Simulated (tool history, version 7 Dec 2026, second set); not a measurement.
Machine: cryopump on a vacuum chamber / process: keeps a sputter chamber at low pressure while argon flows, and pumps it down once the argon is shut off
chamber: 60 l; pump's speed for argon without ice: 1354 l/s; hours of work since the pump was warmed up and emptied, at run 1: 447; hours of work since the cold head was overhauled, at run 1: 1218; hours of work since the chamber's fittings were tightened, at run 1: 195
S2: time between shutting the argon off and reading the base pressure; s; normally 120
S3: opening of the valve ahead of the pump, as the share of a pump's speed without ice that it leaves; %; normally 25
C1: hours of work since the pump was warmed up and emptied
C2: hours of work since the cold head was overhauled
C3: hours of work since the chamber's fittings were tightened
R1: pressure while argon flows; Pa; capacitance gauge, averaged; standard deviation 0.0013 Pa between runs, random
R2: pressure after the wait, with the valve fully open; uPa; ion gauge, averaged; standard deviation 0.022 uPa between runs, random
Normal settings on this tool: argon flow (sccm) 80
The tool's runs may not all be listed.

{"run": 1, "day": 0.0, "argon flow (sccm)": 80, "S2": 120, "S3": 25, "C1": 447, "C2": 1218, "C3": 195, "R1": 0.4106, "R2": 0.84}
{"run": 2, "day": 2.721, "argon flow (sccm)": 80, "S2": 120, "S3": 25, "C1": 480, "C2": 1251, "C3": 227, "R1": 0.4118, "R2": 0.85}
{"run": 3, "day": 6.571, "argon flow (sccm)": 80, "S2": 120, "S3": 25, "C1": 526, "C2": 1296, "C3": 273, "R1": 0.4132, "R2": 0.92}
{"run": 4, "day": 9.975, "argon flow (sccm)": 80, "S2": 120, "S3": 25, "C1": 566, "C2": 1337, "C3": 313, "R1": 0.4155, "R2": 1.01}
{"run": 5, "day": 12.183, "argon flow (sccm)": 80, "S2": 26, "S3": 25, "C1": 592, "C2": 1363, "C3": 340, "R1": 0.4144, "R2": 2.15}
{"run": 6, "day": 15.717, "argon flow (sccm)": 80, "S2": 120, "S3": 25, "C1": 634, "C2": 1405, "C3": 382, "R1": 0.4143, "R2": 1.11}
{"run": 7, "day": 17.767, "argon flow (sccm)": 80, "S2": 120, "S3": 25, "C1": 659, "C2": 1430, "C3": 406, "R1": 0.4153, "R2": 1.09}
{"run": 8, "day": 21.617, "argon flow (sccm)": 80, "S2": 120, "S3": 25, "C1": 705, "C2": 1475, "C3": 452, "R1": 0.4175, "R2": 1.23}
{"run": 9, "day": 24.479, "argon flow (sccm)": 39, "S2": 120, "S3": 25, "C1": 739, "C2": 1509, "C3": 486, "R1": 0.2044, "R2": 1.22}
{"day": 25.496, "done": "pump warmed up, emptied and cooled again"}
{"run": 10, "day": 27.796, "argon flow (sccm)": 39, "S2": 120, "S3": 25, "C1": 27, "C2": 1546, "C3": 523, "R1": 0.1968, "R2": 1.15}
{"run": 11, "day": 30.742, "argon flow (sccm)": 80, "S2": 120, "S3": 36, "C1": 62, "C2": 1581, "C3": 558, "R1": 0.2826, "R2": 1.19}
{"run": 12, "day": 33.175, "argon flow (sccm)": 80, "S2": 120, "S3": 36, "C1": 91, "C2": 1610, "C3": 587, "R1": 0.2823, "R2": 1.27}
{"run": 13, "day": 37.342, "argon flow (sccm)": 120, "S2": 40, "S3": 29, "C1": 141, "C2": 1660, "C3": 637, "R1": 0.5241, "R2": 1.95}
{"run": 14, "day": 40.296, "argon flow (sccm)": 120, "S2": 40, "S3": 29, "C1": 176, "C2": 1695, "C3": 672, "R1": 0.5259, "R2": 2.03}
{"run": 15, "day": 42.125, "argon flow (sccm)": 120, "S2": 40, "S3": 29, "C1": 198, "C2": 1717, "C3": 694, "R1": 0.5272, "R2": 1.99}
{"run": 16, "day": 45.667, "argon flow (sccm)": 114, "S2": 40, "S3": 17, "C1": 240, "C2": 1759, "C3": 736, "R1": 0.849, "R2": 2.04}
{"run": 17, "day": 48.958, "argon flow (sccm)": 133, "S2": 40, "S3": 17, "C1": 279, "C2": 1798, "C3": 775, "R1": 0.9865, "R2": 2.08}
{"run": 18, "day": 52.554, "argon flow (sccm)": 48, "S2": 111, "S3": 47, "C1": 322, "C2": 1841, "C3": 818, "R1": 0.1341, "R2": 1.53}
{"run": 19, "day": 55.925, "argon flow (sccm)": 80, "S2": 120, "S3": 49, "C1": 362, "C2": 1881, "C3": 858, "R1": 0.2162, "R2": 1.58}
{"run": 20, "day": 59.779, "argon flow (sccm)": 49, "S2": 120, "S3": 55, "C1": 408, "C2": 1927, "C3": 904, "R1": 0.1183, "R2": 1.65}
{"run": 21, "day": 63.492, "argon flow (sccm)": 64, "S2": 46, "S3": 21, "C1": 452, "C2": 1971, "C3": 948, "R1": 0.393, "R2": 2.21}
{"run": 22, "day": 67.142, "argon flow (sccm)": 67, "S2": 80, "S3": 21, "C1": 496, "C2": 2015, "C3": 991, "R1": 0.4117, "R2": 1.91}
{"run": 23, "day": 69.796, "argon flow (sccm)": 67, "S2": 80, "S3": 21, "C1": 527, "C2": 2046, "C3": 1023, "R1": 0.4102, "R2": 2.04}
{"run": 24, "day": 73.738, "argon flow (sccm)": 43, "S2": 120, "S3": 20, "C1": 574, "C2": 2093, "C3": 1070, "R1": 0.2788, "R2": 1.87}

Forecast each of these 4 alternatives for the next run:
{"run": "A", "day": 76.454, "argon flow (sccm)": 69, "S2": 40, "S3": 38, "C1": 606, "C2": 2125, "C3": 1102, "R1": "?", "R2": "?"}
{"run": "B", "day": 76.454, "argon flow (sccm)": 150, "S2": 120, "S3": 28, "C1": 606, "C2": 2125, "C3": 1102, "R1": "?", "R2": "?"}
{"run": "C", "day": 76.454, "argon flow (sccm)": 80, "S2": 263, "S3": 40, "C1": 606, "C2": 2125, "C3": 1102, "R1": "?", "R2": "?"}
{"run": "D", "day": 76.454, "argon flow (sccm)": 49, "S2": 30, "S3": 28, "C1": 606, "C2": 2125, "C3": 1102, "R1": "?", "R2": "?"}

run=A R1=0.2419 R2=2.55
run=B R1=0.7032 R2=2
run=C R1=0.2661 R2=1.83
run=D R1=0.2284 R2=2.83
The same runs, with their run-to-run variation unchanged, on a tool lacking any hidden condition would have given:
run=A R1=0.2268 R2=1.13
run=B R1=0.6702 R2=0.55
run=C R1=0.2486 R2=0.36
run=D R1=0.2177 R2=1.41
